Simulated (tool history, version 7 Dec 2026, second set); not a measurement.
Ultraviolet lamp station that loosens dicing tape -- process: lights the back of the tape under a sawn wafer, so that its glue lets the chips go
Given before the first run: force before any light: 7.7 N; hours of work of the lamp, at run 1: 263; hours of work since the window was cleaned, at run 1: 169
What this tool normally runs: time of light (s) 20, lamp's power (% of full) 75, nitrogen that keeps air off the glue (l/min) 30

run     day  time of light (s)  lamp's power (% of full)  nitrogen that keeps air off the glue (l/min)  hours of work of the lamp  hours of work since the window was cleaned  force that peels the tape off (N)  light that reached the tape (J/m2)
  1   0.000                 20                        75                                            30                        263                                         169                              0.829                                3710
  2   0.404                 16                        75                                            30                        270                                         175                              1.272                                2930
  3   0.808                 20                        75                                            30                        276                                         182                              0.850                                3630
  4   1.296                 20                        64                                            30                        285                                         190                              1.104                                3120
  5   1.792                 20                        64                                            30                        293                                         199                              1.178                                3090
  6   2.083                 20                        64                                            30                        298                                         204                              1.141                                3090
  7   2.550                 20                        75                                            25                        306                                         211                              1.008                                3610
  8   3.050                 12                        75                                            30                        314                                         220                              2.050                                2160
  9   3.300                 20                        75                                            30                        318                                         224                              0.893                                3580
 10   3.671                 20                        75                                            30                        324                                         230                              0.878                                3560
 11   3.996                 20                        75                                            30                        330                                         236                              0.886                                3540
 12   4.400                 20                        75                                            30                        337                                         242                              0.923                                3510
 13   4.696                 20                        75                                            30                        341                                         247                              0.910                                3500
 14   5.075                 20                        75                                            30                        348                                         254                              0.909                                3510
 15   5.408                 20                        75                                            30                        353                                         259                              0.923                                3520
 16   5.775                 20                        75                                            32                        360                                         265                              0.867                                3490
 17   6.217                 15                        61                                            36                        367                                         273                              1.835                                2060
 18   6.550                 20                        75                                            52                        373                                         278                              0.621                                3440
 19   6.912                 20                        94                                            12                        379                                         284                              1.240                                4280
 20   7.304                 20                        94                                            12                        385                                         291                              1.277                                4360
 21   7.796                 20                        69                                            35                        393                                         299                              0.997                                3190
 22   8.038                 20                        69                                            35                        397                                         303                              0.957                                3180
 23   8.317                 20                        69                                            35                        402                                         308                              1.000                                3080
 24   8.675                 21                        88                                            40                        408                                         314                              0.502                                4190
 25   8.883                 14                        75                                            27                        412                                         317                              1.890                                2380
 26   9.221                 14                        75                                            27                        417                                         323                              1.929                                2370
 27   9.521                 20                        82                                            30                        422                                         328                              0.851                                3690
 28   9.975                 13                        82                                            30                        430                                         336                              1.756                                2390
 29  10.258                 11                        69                                            15                        435                                         340                              3.332                                1670
 30  10.712                 16                        77                                            18                        442                                         348                              1.937                                2710
 31  11.050                 16                        77                                            18                        448                                         354                              2.030                                2700
 32  11.321                 20                        75                                            25                        452                                         358                              1.162                                3340

Results per run with the tool's hidden condition removed, run-to-run variation unchanged:
Hidden conditions of the tool in this case: lamp's light, % of a new lamp's; light that the window lets through, % of a clean one's; drift of the gauge itself on peel_n, %; drift of the gauge itself on dose_mj_cm2, %.
run  force that peels the tape off (N)  light that reached the tape (J/m2)
  1                              0.649                                4180
  2                              1.022                                3310
  3                              0.657                                4130
  4                              0.865                                3560
  5                              0.914                                3540
  6                              0.880                                3550
  7                              0.761                                4160
  8                              1.665                                2500
  9                              0.657                                4160
 10                              0.641                                4160
 11                              0.644                                4150
 12                              0.667                                4130
 13                              0.652                                4130
 14                              0.645                                4160
 15                              0.652                                4170
 16                              0.605                                4160
 17                              1.405                                2480
 18                              0.418                                4130
 19                              0.885                                5170
 20                              0.902                                5270
 21                              0.677                                3870
 22                              0.646                                3870
 23                              0.676                                3780
 24                              0.325                                5140
 25                              1.388                                2920
 26                              1.412                                2920
 27                              0.547                                4570
 28                              1.249                                2970
 29                              2.748                                2090
 30                              1.391                                3400
 31                              1.453                                3390
 32                              0.749                                4200
